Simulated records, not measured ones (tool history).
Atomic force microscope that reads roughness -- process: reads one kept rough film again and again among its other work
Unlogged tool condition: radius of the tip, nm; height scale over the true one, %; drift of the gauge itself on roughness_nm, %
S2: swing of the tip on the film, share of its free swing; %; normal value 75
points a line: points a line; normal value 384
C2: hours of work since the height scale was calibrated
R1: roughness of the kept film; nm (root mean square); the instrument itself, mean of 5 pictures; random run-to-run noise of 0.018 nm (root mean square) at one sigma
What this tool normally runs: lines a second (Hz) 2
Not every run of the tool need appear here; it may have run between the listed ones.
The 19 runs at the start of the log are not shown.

-- day=41.054 new tip fitted
run 20 day=42.508 | lines_a_second_(Hz)=2.14 S2=87 points_a_line=965 | pictures_with_this_tip=61 C2=679 | R1=3.894
run 21 day=44.433 | lines_a_second_(Hz)=0.54 S2=57 points_a_line=414 | pictures_with_this_tip=142 C2=707 | R1=4.202
run 22 day=47.146 | lines_a_second_(Hz)=1.9 S2=59 points_a_line=401 | pictures_with_this_tip=256 C2=746 | R1=3.848
-- day=48.188 new tip fitted
run 23 day=48.938 | lines_a_second_(Hz)=2 S2=68 points_a_line=384 | pictures_with_this_tip=32 C2=771 | R1=4.336
run 24 day=50.346 | lines_a_second_(Hz)=1.18 S2=84 points_a_line=384 | pictures_with_this_tip=91 C2=791 | R1=4.125
run 25 day=52.696 | lines_a_second_(Hz)=0.65 S2=89 points_a_line=384 | pictures_with_this_tip=190 C2=825 | R1=3.94
-- day=55.408 new tip fitted
run 26 day=55.408 | lines_a_second_(Hz)=0.65 S2=89 points_a_line=384 | pictures_with_this_tip=0 C2=863 | R1=4.448
run 27 day=58.317 | lines_a_second_(Hz)=3.84 S2=75 points_a_line=384 | pictures_with_this_tip=123 C2=905 | R1=3.751
run 28 day=60.429 | lines_a_second_(Hz)=0.8 S2=81 points_a_line=384 | pictures_with_this_tip=212 C2=935 | R1=3.877
run 29 day=62.196 | lines_a_second_(Hz)=3.79 S2=75 points_a_line=308 | pictures_with_this_tip=286 C2=961 | R1=3.396
-- day=62.646 new tip fitted
run 30 day=64.971 | lines_a_second_(Hz)=0.72 S2=66 points_a_line=308 | pictures_with_this_tip=98 C2=1000 | R1=4.271
run 31 day=66.592 | lines_a_second_(Hz)=0.72 S2=66 points_a_line=308 | pictures_with_this_tip=166 C2=1024 | R1=4.092
run 32 day=68.771 | lines_a_second_(Hz)=0.72 S2=66 points_a_line=308 | pictures_with_this_tip=258 C2=1055 | R1=3.883
-- day=69.742 new tip fitted
run 33 day=71.567 | lines_a_second_(Hz)=0.72 S2=66 points_a_line=992 | pictures_with_this_tip=76 C2=1095 | R1=4.344
run 34 day=74.738 | lines_a_second_(Hz)=1.01 S2=72 points_a_line=384 | pictures_with_this_tip=210 C2=1140 | R1=3.961
run 35 day=76.604 | lines_a_second_(Hz)=1.74 S2=86 points_a_line=772 | pictures_with_this_tip=288 C2=1167 | R1=3.496
-- day=76.817 new tip fitted
run 36 day=77.992 | lines_a_second_(Hz)=1.74 S2=86 points_a_line=772 | pictures_with_this_tip=50 C2=1186 | R1=4.035

Forecast each of these 4 alternatives for the next run:
run A day=80.912 | lines_a_second_(Hz)=1.76 S2=86 points_a_line=772 | pictures_with_this_tip=173 C2=1228 | R1=?
run B day=80.912 | lines_a_second_(Hz)=2.47 S2=75 points_a_line=582 | pictures_with_this_tip=173 C2=1228 | R1=?
run C day=80.912 | lines_a_second_(Hz)=2.62 S2=74 points_a_line=450 | pictures_with_this_tip=173 C2=1228 | R1=?
run D day=80.912 | lines_a_second_(Hz)=2 S2=75 points_a_line=310 | pictures_with_this_tip=173 C2=1228 | R1=?

run=A R1=3.734
run=B R1=3.768
run=C R1=3.785
run=D R1=3.872
With no hidden state in the tool, these same runs would have given:
run=A R1=4.221
run=B R1=4.26
run=C R1=4.279
run=D R1=4.378
